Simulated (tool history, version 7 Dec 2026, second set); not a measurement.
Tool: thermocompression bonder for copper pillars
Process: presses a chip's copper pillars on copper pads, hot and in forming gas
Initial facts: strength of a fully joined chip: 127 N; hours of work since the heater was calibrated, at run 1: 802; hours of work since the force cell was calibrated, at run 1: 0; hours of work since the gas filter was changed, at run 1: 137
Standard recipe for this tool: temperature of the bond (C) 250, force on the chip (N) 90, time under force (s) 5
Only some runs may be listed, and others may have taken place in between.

run    hour  temperature of the bond (C)  force on the chip (N)  time under force (s)  hours of work since the heater was calibrated  hours of work since the force cell was calibrated  hours of work since the gas filter was changed  force that shears a chip off (N)
  1       0                          250                     90                     5                                            802                                                  0                                             137                              61.1
  2      85                          250                     90                     5                                            862                                                 60                                             197                              59.2
      121.3  -- forming gas filter changed
  3     159                          250                     90                     5                                            914                                                112                                              27                              63.1
  4   238.3                          250                     90                     5                                            970                                                168                                              82                              61.6
  5   317.3                          250                     90                     5                                           1026                                                223                                             138                              61.8
  6   396.3                          261                     90                     5                                           1081                                                279                                             194                              69.5
      438.1  -- forming gas filter changed
  7   490.5                          261                     90                     5                                           1147                                                345                                              37                              73.5
  8     534                          261                     90                     5                                           1178                                                376                                              68                              72.5
  9   596.1                          275                     64                     4                                           1222                                                419                                             111                              56.9
 10   696.1                          235                     61                     4                                           1292                                                490                                             182                                30
 11   741.5                          230                     74                     3                                           1324                                                522                                             214                              31.1
      757.5  -- forming gas filter changed
 12   801.9                          255                     90                    12                                           1366                                                564                                              31                              88.5
 13   896.1                          234                    104                     3                                           1433                                                631                                              98                                50
      963.5  -- heater calibrated with a thermocouple chip
 14   972.7                          257                    104                     8                                              6                                                683                                             150                              85.8
 15  1044.2                          257                    104                     8                                             57                                                734                                             201                              84.8

Branching from run 15: 3 alternative next runs. What would each branch give?
       1077  -- forming gas filter changed
  A  1139.5                          236                     67                     3                                            124                                                800                                              44                                 ?
       1077  -- forming gas filter changed
  B  1139.5                          233                     59                     8                                            124                                                800                                              44                                 ?
       1077  -- forming gas filter changed
  C  1139.5                          228                     90                    11                                            124                                                800                                              44                                 ?

run  force that shears a chip off (N)
  A                              30.3
  B                              37.9
  C                              61.9
Take away the tool's hidden state, keep each run's random variation, and the runs would have read:
run  force that shears a chip off (N)
  A                              28.5
  B                              35.8
  C                                59
